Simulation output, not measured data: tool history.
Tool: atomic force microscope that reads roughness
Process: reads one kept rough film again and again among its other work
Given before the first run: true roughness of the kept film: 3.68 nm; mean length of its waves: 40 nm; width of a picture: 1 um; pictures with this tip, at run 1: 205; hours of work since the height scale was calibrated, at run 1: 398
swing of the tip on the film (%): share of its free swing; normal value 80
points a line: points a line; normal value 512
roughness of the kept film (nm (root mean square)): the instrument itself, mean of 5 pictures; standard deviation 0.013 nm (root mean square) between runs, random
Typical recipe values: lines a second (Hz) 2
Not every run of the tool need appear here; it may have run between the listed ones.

run,day,lines a second (Hz),swing of the tip on the film (%),points a line,pictures with this tip,hours of work since the height scale was calibrated,roughness of the kept film (nm (root mean square))
1,0,2,80,512,205,398,2.831
2,0.638,2,77,512,233,406,2.833
# day 1.292: new tip fitted
3,1.542,2,77,512,11,417,3.145
4,2.075,2,77,512,34,424,3.122
5,3.108,2,80,512,79,437,2.973
6,3.746,2,80,512,107,445,2.966
7,4.304,2,80,512,131,452,2.895
8,5.292,2,80,512,174,464,2.864
9,5.983,2,80,512,204,473,2.816
10,6.596,2,65,512,231,480,2.899
# day 7.279: new tip fitted
11,7.367,2,65,512,4,490,3.259
12,8.417,2,80,512,49,503,3.046
13,8.958,2,80,512,73,510,3.017
14,9.488,0.82,80,512,96,517,3.097
15,10.117,0.82,80,512,123,524,3.078
16,10.988,0.82,80,512,161,535,3.003
17,11.758,0.82,80,512,194,545,2.965
18,12.279,0.82,80,512,217,552,2.93
19,12.904,0.51,76,983,244,559,2.966
# day 13.333: new tip fitted
20,13.958,2,80,702,27,572,3.122
21,14.954,2,86,613,71,585,2.984
22,15.912,2.32,67,345,112,597,3.09
23,16.596,2.32,76,574,142,606,2.953
24,17.217,0.94,87,347,169,613,2.968
25,17.833,2,78,286,196,621,2.88
26,18.617,2.2,74,286,230,631,2.87
27,19.217,2.2,74,286,256,639,2.819
# day 19.321: new tip fitted
28,20.117,2.2,74,286,34,650,3.14
29,20.75,2.39,81,814,62,658,3.018
30,21.329,2,81,526,87,665,3.031
31,22.304,2,81,526,129,677,2.951
32,22.833,3.99,88,415,152,684,2.616
33,23.692,2,59,512,190,694,3.022
34,24.367,1.98,74,924,219,703,2.906
# day 25.346: new tip fitted
35,25.367,0.64,80,512,1,715,3.293
36,26.071,0.64,80,512,31,724,3.224

Results for each run, recomputed without the tool's hidden state and with each run's random variation untouched:
Hidden state present: radius of the tip, nm; height scale over the true one, %; drift of the gauge itself on roughness_nm, %.
run,roughness of the kept film (nm (root mean square))
1,3.144
2,3.181
3,3.176
4,3.191
5,3.115
6,3.151
7,3.113
8,3.142
9,3.136
10,3.271
11,3.269
12,3.13
13,3.143
14,3.262
15,3.28
16,3.262
17,3.278
18,3.274
19,3.355
20,3.151
21,3.082
22,3.254
23,3.158
24,3.209
25,3.159
26,3.196
27,3.175
28,3.176
29,3.093
30,3.147
31,3.132
32,2.806
33,3.298
34,3.213
35,3.279
36,3.26

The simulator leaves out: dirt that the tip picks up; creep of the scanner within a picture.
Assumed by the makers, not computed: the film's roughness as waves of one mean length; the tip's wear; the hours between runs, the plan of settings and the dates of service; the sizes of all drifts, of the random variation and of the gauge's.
